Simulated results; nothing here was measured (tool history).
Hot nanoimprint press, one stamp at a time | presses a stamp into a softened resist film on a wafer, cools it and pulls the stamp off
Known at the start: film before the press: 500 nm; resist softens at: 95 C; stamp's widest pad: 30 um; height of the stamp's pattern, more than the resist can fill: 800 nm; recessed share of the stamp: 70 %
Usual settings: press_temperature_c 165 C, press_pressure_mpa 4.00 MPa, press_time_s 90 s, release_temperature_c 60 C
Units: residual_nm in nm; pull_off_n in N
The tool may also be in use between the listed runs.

run 1 day=0.000 | press_temperature_c=165 press_pressure_mpa=4.00 press_time_s=90 release_temperature_c=60 | residual_nm=234.5 pull_off_n=184
run 2 day=1.329 | press_temperature_c=165 press_pressure_mpa=4.00 press_time_s=90 release_temperature_c=60 | residual_nm=233.7 pull_off_n=184
run 3 day=2.450 | press_temperature_c=165 press_pressure_mpa=4.00 press_time_s=90 release_temperature_c=60 | residual_nm=233.0 pull_off_n=187
run 4 day=3.554 | press_temperature_c=165 press_pressure_mpa=4.00 press_time_s=90 release_temperature_c=60 | residual_nm=234.0 pull_off_n=187
run 5 day=4.662 | press_temperature_c=165 press_pressure_mpa=4.00 press_time_s=90 release_temperature_c=60 | residual_nm=234.9 pull_off_n=187
run 6 day=5.275 | press_temperature_c=165 press_pressure_mpa=4.00 press_time_s=90 release_temperature_c=60 | residual_nm=236.5 pull_off_n=189
run 7 day=6.183 | press_temperature_c=165 press_pressure_mpa=4.00 press_time_s=90 release_temperature_c=60 | residual_nm=234.8 pull_off_n=183
-- day=7.029 stamp cleaned and given a new release coat
run 8 day=7.050 | press_temperature_c=165 press_pressure_mpa=4.00 press_time_s=117 release_temperature_c=60 | residual_nm=213.9 pull_off_n=185
run 9 day=8.379 | press_temperature_c=166 press_pressure_mpa=4.00 press_time_s=117 release_temperature_c=60 | residual_nm=207.1 pull_off_n=187
run 10 day=9.046 | press_temperature_c=165 press_pressure_mpa=5.83 press_time_s=90 release_temperature_c=60 | residual_nm=187.7 pull_off_n=188
run 11 day=9.629 | press_temperature_c=165 press_pressure_mpa=4.00 press_time_s=90 release_temperature_c=60 | residual_nm=236.3 pull_off_n=186
run 12 day=10.746 | press_temperature_c=165 press_pressure_mpa=4.00 press_time_s=90 release_temperature_c=60 | residual_nm=234.5 pull_off_n=185
-- day=11.858 press's hydraulic seals changed and the load cell set to zero
run 13 day=12.417 | press_temperature_c=162 press_pressure_mpa=4.00 press_time_s=90 release_temperature_c=60 | residual_nm=258.5 pull_off_n=185
run 14 day=13.058 | press_temperature_c=162 press_pressure_mpa=4.00 press_time_s=90 release_temperature_c=60 | residual_nm=255.6 pull_off_n=190
run 15 day=14.375 | press_temperature_c=162 press_pressure_mpa=4.00 press_time_s=90 release_temperature_c=60 | residual_nm=261.5 pull_off_n=188
run 16 day=15.679 | press_temperature_c=162 press_pressure_mpa=4.00 press_time_s=90 release_temperature_c=60 | residual_nm=260.3 pull_off_n=187
run 17 day=16.612 | press_temperature_c=162 press_pressure_mpa=4.96 press_time_s=52 release_temperature_c=48 | residual_nm=270.2 pull_off_n=247
run 18 day=17.304 | press_temperature_c=176 press_pressure_mpa=4.96 press_time_s=52 release_temperature_c=60 | residual_nm=176.6 pull_off_n=186
-- day=17.892 plate thermocouple calibrated
run 19 day=18.196 | press_temperature_c=155 press_pressure_mpa=4.00 press_time_s=90 release_temperature_c=56 | residual_nm=322.8 pull_off_n=204
run 20 day=19.246 | press_temperature_c=171 press_pressure_mpa=4.64 press_time_s=112 release_temperature_c=56 | residual_nm=164.5 pull_off_n=209
run 21 day=20.379 | press_temperature_c=176 press_pressure_mpa=4.00 press_time_s=90 release_temperature_c=49 | residual_nm=166.3 pull_off_n=244
-- day=21.379 stamp cleaned and given a new release coat
run 22 day=21.575 | press_temperature_c=169 press_pressure_mpa=4.00 press_time_s=90 release_temperature_c=49 | residual_nm=206.5 pull_off_n=240
run 23 day=22.454 | press_temperature_c=162 press_pressure_mpa=4.19 press_time_s=90 release_temperature_c=49 | residual_nm=250.3 pull_off_n=241
run 24 day=23.046 | press_temperature_c=165 press_pressure_mpa=4.00 press_time_s=161 release_temperature_c=60 | residual_nm=195.2 pull_off_n=187
run 25 day=23.683 | press_temperature_c=167 press_pressure_mpa=4.00 press_time_s=51 release_temperature_c=58 | residual_nm=261.0 pull_off_n=199
run 26 day=24.883 | press_temperature_c=167 press_pressure_mpa=5.75 press_time_s=51 release_temperature_c=58 | residual_nm=212.8 pull_off_n=196
run 27 day=25.550 | press_temperature_c=173 press_pressure_mpa=4.09 press_time_s=90 release_temperature_c=49 | residual_nm=180.7 pull_off_n=243
run 28 day=26.417 | press_temperature_c=173 press_pressure_mpa=4.55 press_time_s=90 release_temperature_c=49 | residual_nm=167.4 pull_off_n=243
run 29 day=27.721 | press_temperature_c=163 press_pressure_mpa=4.55 press_time_s=61 release_temperature_c=49 | residual_nm=262.7 pull_off_n=237

4 ways to go on from here, each from the tool as it stands after run 29. What would each give?
run A day=28.633 | press_temperature_c=163 press_pressure_mpa=2.49 press_time_s=61 release_temperature_c=49 | residual_nm=? pull_off_n=?
run B day=28.633 | press_temperature_c=167 press_pressure_mpa=4.55 press_time_s=61 release_temperature_c=49 | residual_nm=? pull_off_n=?
run C day=28.633 | press_temperature_c=155 press_pressure_mpa=4.82 press_time_s=61 release_temperature_c=49 | residual_nm=? pull_off_n=?
run D day=28.633 | press_temperature_c=165 press_pressure_mpa=4.00 press_time_s=90 release_temperature_c=48 | residual_nm=? pull_off_n=?

run=A residual_nm=347.9 pull_off_n=239
run=B residual_nm=229.8 pull_off_n=250
run=C residual_nm=325.7 pull_off_n=244
run=D residual_nm=234.3 pull_off_n=250
Without the tool's hidden state the same runs would have given:
run=A residual_nm=347.7 pull_off_n=239
run=B residual_nm=229.6 pull_off_n=249
run=C residual_nm=325.4 pull_off_n=243
run=D residual_nm=234.1 pull_off_n=249

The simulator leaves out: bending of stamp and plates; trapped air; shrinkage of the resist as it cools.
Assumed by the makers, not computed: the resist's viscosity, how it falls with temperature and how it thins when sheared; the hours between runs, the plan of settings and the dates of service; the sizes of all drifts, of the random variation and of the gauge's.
